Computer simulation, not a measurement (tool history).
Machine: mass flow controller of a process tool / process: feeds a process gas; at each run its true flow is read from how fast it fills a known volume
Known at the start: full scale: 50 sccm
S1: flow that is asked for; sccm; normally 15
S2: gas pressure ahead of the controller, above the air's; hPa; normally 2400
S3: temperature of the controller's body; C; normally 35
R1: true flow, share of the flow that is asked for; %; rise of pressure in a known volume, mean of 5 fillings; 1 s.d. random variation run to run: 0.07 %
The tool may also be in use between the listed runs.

{"run": 1, "hour": 0.0, "S1": 15, "S2": 2400, "S3": 35, "R1": 98.18}
{"run": 2, "hour": 320.4, "S1": 15, "S2": 2770, "S3": 35, "R1": 97.98}
{"run": 3, "hour": 703.6, "S1": 15, "S2": 2030, "S3": 35, "R1": 98.21}
{"run": 4, "hour": 1168.0, "S1": 15, "S2": 2030, "S3": 35, "R1": 98.15}
{"run": 5, "hour": 1528.1, "S1": 15, "S2": 2030, "S3": 35, "R1": 98.11}
{"run": 6, "hour": 1777.8, "S1": 15, "S2": 2030, "S3": 35, "R1": 98.13}
{"run": 7, "hour": 2028.0, "S1": 15, "S2": 2030, "S3": 35, "R1": 98.14}
{"run": 8, "hour": 2390.3, "S1": 15, "S2": 2400, "S3": 21, "R1": 98.65}
{"run": 9, "hour": 2872.5, "S1": 15, "S2": 2400, "S3": 25, "R1": 98.47}
{"run": 10, "hour": 3287.3, "S1": 15, "S2": 2400, "S3": 35, "R1": 97.88}
{"run": 11, "hour": 3765.0, "S1": 15, "S2": 2400, "S3": 36, "R1": 97.77}
{"run": 12, "hour": 4036.8, "S1": 36, "S2": 2400, "S3": 35, "R1": 98.05}
{"run": 13, "hour": 4296.6, "S1": 36, "S2": 2400, "S3": 35, "R1": 98}
{"run": 14, "hour": 4795.5, "S1": 36, "S2": 2400, "S3": 35, "R1": 97.78}
{"run": 15, "hour": 5217.0, "S1": 36, "S2": 2400, "S3": 35, "R1": 97.83}
{"run": 16, "hour": 5619.7, "S1": 36, "S2": 2400, "S3": 35, "R1": 97.76}
{"run": 17, "hour": 5988.4, "S1": 36, "S2": 2400, "S3": 35, "R1": 97.61}
{"run": 18, "hour": 6236.7, "S1": 36, "S2": 2400, "S3": 35, "R1": 97.62}
{"run": 19, "hour": 6671.2, "S1": 15, "S2": 2400, "S3": 35, "R1": 97.65}
{"hour": 6704.3, "done": "controller's zero set anew"}
{"hour": 6707.3, "done": "controller exchanged for a calibrated one"}
{"run": 20, "hour": 6900.0, "S1": 15, "S2": 1490, "S3": 35, "R1": 98.08}
{"run": 21, "hour": 7364.0, "S1": 15, "S2": 2400, "S3": 27, "R1": 98.47}
{"run": 22, "hour": 7787.3, "S1": 15, "S2": 2400, "S3": 27, "R1": 98.51}
{"hour": 7814.8, "done": "controller's zero set anew, once more"}
{"run": 23, "hour": 8242.2, "S1": 15, "S2": 2400, "S3": 27, "R1": 98.27}
{"run": 24, "hour": 8581.6, "S1": 15, "S2": 2400, "S3": 35, "R1": 97.73}
{"run": 25, "hour": 8938.4, "S1": 9, "S2": 2340, "S3": 23, "R1": 98.22}
{"run": 26, "hour": 9332.9, "S1": 26, "S2": 2400, "S3": 32, "R1": 98.21}
{"run": 27, "hour": 9779.3, "S1": 26, "S2": 2400, "S3": 32, "R1": 97.97}
{"run": 28, "hour": 10107.5, "S1": 26, "S2": 2400, "S3": 32, "R1": 97.89}
{"run": 29, "hour": 10516.3, "S1": 49, "S2": 1850, "S3": 23, "R1": 99.19}
{"run": 30, "hour": 10850.0, "S1": 15, "S2": 2780, "S3": 35, "R1": 97.49}
{"run": 31, "hour": 11300.7, "S1": 15, "S2": 2780, "S3": 35, "R1": 97.47}
{"run": 32, "hour": 11766.9, "S1": 21, "S2": 1910, "S3": 27, "R1": 98}
{"run": 33, "hour": 12240.9, "S1": 15, "S2": 1610, "S3": 29, "R1": 97.86}
{"run": 34, "hour": 12705.6, "S1": 15, "S2": 1610, "S3": 29, "R1": 97.8}
{"run": 35, "hour": 12978.1, "S1": 15, "S2": 1610, "S3": 29, "R1": 97.82}
{"run": 36, "hour": 13318.6, "S1": 11, "S2": 2400, "S3": 24, "R1": 98.05}
{"run": 37, "hour": 13753.5, "S1": 11, "S2": 2400, "S3": 24, "R1": 97.97}
{"run": 38, "hour": 14252.0, "S1": 10, "S2": 1600, "S3": 27, "R1": 98.02}
{"run": 39, "hour": 14682.1, "S1": 41, "S2": 2640, "S3": 24, "R1": 97.97}
{"run": 40, "hour": 15110.7, "S1": 41, "S2": 2640, "S3": 24, "R1": 97.98}
{"run": 41, "hour": 15524.9, "S1": 5, "S2": 2640, "S3": 24, "R1": 99.67}
{"run": 42, "hour": 15837.7, "S1": 50, "S2": 2400, "S3": 40, "R1": 97.38}
{"hour": 15889.9, "done": "controller exchanged for a calibrated one"}
{"run": 43, "hour": 16153.1, "S1": 9, "S2": 2490, "S3": 26, "R1": 98.44}
{"run": 44, "hour": 16400.1, "S1": 21, "S2": 2630, "S3": 29, "R1": 98.54}
{"run": 45, "hour": 16681.3, "S1": 21, "S2": 2630, "S3": 29, "R1": 98.55}
{"run": 46, "hour": 17005.9, "S1": 21, "S2": 2630, "S3": 29, "R1": 98.52}
{"run": 47, "hour": 17293.3, "S1": 17, "S2": 2450, "S3": 23, "R1": 98.78}
{"run": 48, "hour": 17786.5, "S1": 17, "S2": 2450, "S3": 23, "R1": 98.73}

Consider 3 possible next runs. They are alternatives, not a sequence: every one starts from the tool as it was left by run 48. What does each give?
{"run": "A", "hour": 18200.4, "S1": 7, "S2": 2400, "S3": 26, "R1": "?"}
{"run": "B", "hour": 18200.4, "S1": 5, "S2": 2270, "S3": 35, "R1": "?"}
{"run": "C", "hour": 18200.4, "S1": 17, "S2": 1650, "S3": 23, "R1": "?"}

run=A R1=98.72
run=B R1=98.48
run=C R1=98.7
Without the tool's hidden state the same runs would have given:
run=A R1=98.38
run=B R1=97.77
run=C R1=98.92
